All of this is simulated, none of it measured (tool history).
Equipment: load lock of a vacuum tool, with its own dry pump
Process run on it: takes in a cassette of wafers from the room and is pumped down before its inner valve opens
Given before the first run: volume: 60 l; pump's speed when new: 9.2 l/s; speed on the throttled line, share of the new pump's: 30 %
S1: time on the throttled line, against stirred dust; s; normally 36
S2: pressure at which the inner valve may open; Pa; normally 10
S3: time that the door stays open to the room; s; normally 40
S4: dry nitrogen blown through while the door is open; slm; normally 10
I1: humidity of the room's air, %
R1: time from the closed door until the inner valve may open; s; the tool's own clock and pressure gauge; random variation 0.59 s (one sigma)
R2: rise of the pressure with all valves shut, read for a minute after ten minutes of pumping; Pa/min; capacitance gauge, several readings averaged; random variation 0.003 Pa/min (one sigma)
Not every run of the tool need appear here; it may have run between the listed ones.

Run 1, hour 0.0: usual settings; I1 50.3. Result: R1 89.1 s, R2 0.068 Pa/min.
Run 2, hour 74.2: usual settings but S4 27 slm; I1 44.8. Result: R1 89.5 s, R2 0.046 Pa/min.
Run 3, hour 134.0: usual settings but S4 27 slm; I1 48.5. Result: R1 88.8 s, R2 0.054 Pa/min.
Run 4, hour 179.9: usual settings but S2 13 Pa, S4 27 slm; I1 44.9. Result: R1 86.9 s, R2 0.049 Pa/min.
Run 5, hour 253.2: usual settings; I1 48.2. Result: R1 88.8 s, R2 0.065 Pa/min.
Run 6, hour 351.5: usual settings; I1 42.3. Result: R1 88.3 s, R2 0.067 Pa/min.
Run 7, hour 430.5: usual settings; I1 43.2. Result: R1 89.4 s, R2 0.061 Pa/min.
Run 8, hour 532.8: usual settings; I1 46.8. Result: R1 89.3 s, R2 0.068 Pa/min.
Run 9, hour 631.2: usual settings; I1 43.2. Result: R1 88.9 s, R2 0.067 Pa/min.
Run 10, hour 702.2: usual settings; I1 45.7. Result: R1 89.7 s, R2 0.066 Pa/min.
Run 11, hour 799.3: usual settings; I1 43.8. Result: R1 88.1 s, R2 0.071 Pa/min.
Run 12, hour 890.8: usual settings; I1 42.8. Result: R1 89.4 s, R2 0.074 Pa/min.
Run 13, hour 992.7: usual settings; I1 43.4. Result: R1 89.8 s, R2 0.073 Pa/min.
Run 14, hour 1095.4: usual settings but S4 23 slm; I1 43.7. Result: R1 90.5 s, R2 0.074 Pa/min.
Run 15, hour 1143.9: usual settings but S4 23 slm; I1 42.5. Result: R1 89.7 s, R2 0.068 Pa/min.
Run 16, hour 1202.6: usual settings but S4 23 slm; I1 46.2. Result: R1 89.1 s, R2 0.076 Pa/min.
Run 17, hour 1292.4: usual settings but S3 98 s; I1 44.3. Result: R1 90.5 s, R2 0.106 Pa/min.
Run 18, hour 1373.0: usual settings; I1 45.7. Result: R1 89.1 s, R2 0.079 Pa/min.
Run 19, hour 1478.6: usual settings; I1 42.6. Result: R1 90.3 s, R2 0.086 Pa/min.
Run 20, hour 1577.6: usual settings; I1 46.9. Result: R1 90.6 s, R2 0.082 Pa/min.
Run 21, hour 1682.6: usual settings but S1 54 s, S2 14 Pa, S3 41 s, S4 27 slm; I1 44.4. Result: R1 99.5 s, R2 0.077 Pa/min.
Run 22, hour 1754.0: usual settings but S1 54 s, S2 14 Pa, S3 41 s, S4 27 slm; I1 43.5. Result: R1 100.5 s, R2 0.087 Pa/min.
Run 23, hour 1858.7: usual settings but S1 54 s, S2 14 Pa, S3 41 s, S4 27 slm; I1 45.2. Result: R1 101.8 s, R2 0.082 Pa/min.
Run 24, hour 1955.7: usual settings but S1 27 s, S2 7 Pa, S3 74 s, S4 7 slm; I1 47.1. Result: R1 88.2 s, R2 0.113 Pa/min.
Run 25, hour 2062.0: usual settings but S3 25 s; I1 44.5. Result: R1 90.8 s, R2 0.082 Pa/min.
Run 26, hour 2153.9: usual settings but S1 52 s, S2 11 Pa, S4 17 slm; I1 45.6. Result: R1 101.2 s, R2 0.096 Pa/min.
Run 27, hour 2208.0: usual settings but S1 63 s, S2 7 Pa, S3 78 s, S4 30 slm; I1 44.6. Result: R1 112.1 s, R2 0.100 Pa/min.
Run 28, hour 2286.1: usual settings but S1 63 s, S2 7 Pa, S3 78 s, S4 30 slm; I1 46.6. Result: R1 112.4 s, R2 0.099 Pa/min.
Run 29, hour 2366.4: usual settings but S1 72 s, S2 20 Pa; I1 49.6. Result: R1 109.6 s, R2 0.102 Pa/min.
Run 30, hour 2443.5: usual settings but S1 72 s, S2 20 Pa; I1 42.1. Result: R1 111.1 s, R2 0.099 Pa/min.
Run 31, hour 2518.1: usual settings but S1 72 s, S2 20 Pa, S4 28 slm; I1 44.8. Result: R1 111.4 s, R2 0.098 Pa/min.
Run 32, hour 2613.3: usual settings but S1 61 s, S2 19 Pa, S4 6 slm; I1 45.9. Result: R1 103.2 s, R2 0.115 Pa/min.
Run 33, hour 2688.7: usual settings but S1 25 s, S3 82 s; I1 43.3. Result: R1 83.8 s, R2 0.127 Pa/min.
Run 34, hour 2794.1: usual settings but S1 57 s, S3 66 s, S4 41 slm; I1 44.1. Result: R1 105.3 s, R2 0.104 Pa/min.
Run 35, hour 2898.8: usual settings but S1 23 s, S3 72 s, S4 41 slm; I1 44.2. Result: R1 83.2 s, R2 0.110 Pa/min.
Run 36, hour 2987.2: usual settings but S1 26 s; I1 46.5. Result: R1 85.3 s, R2 0.119 Pa/min.
Run 37, hour 3044.9: usual settings but S1 26 s; I1 44.2. Result: R1 85.5 s, R2 0.120 Pa/min.

Hidden state or all else? Some run-to-run changes of R1, split into what the settings, what came in and random variation would give without the hidden state, and what is left for the hidden state (with any gauge scatter that isn't in both results):
What the log doesn't record here: pump's speed, % of a new pump's; leak at the door's seal, Pa l/s; drift of the gauge itself on ready_s, %; drift of the gauge itself on rise_pa_min, %.
Run 23 -> 24: S1 54 -> 27, S2 14 -> 7, S3 41 -> 74, S4 27 -> 7. R1 -13.6 s: hidden state +1.5, all else -15.1.
Run 32 -> 33: S1 61 -> 25, S2 19 -> 10, S3 40 -> 82, S4 6 -> 10. R1 -19.4 s: hidden state +1.9, all else -21.3.
Run 33 -> 34: S1 25 -> 57, S3 82 -> 66, S4 10 -> 41. R1 +21.5 s: hidden state -1.2, all else +22.7.
Run 34 -> 35: S1 57 -> 23, S3 66 -> 72. R1 -22.1 s: hidden state +1.4, all else -23.5.
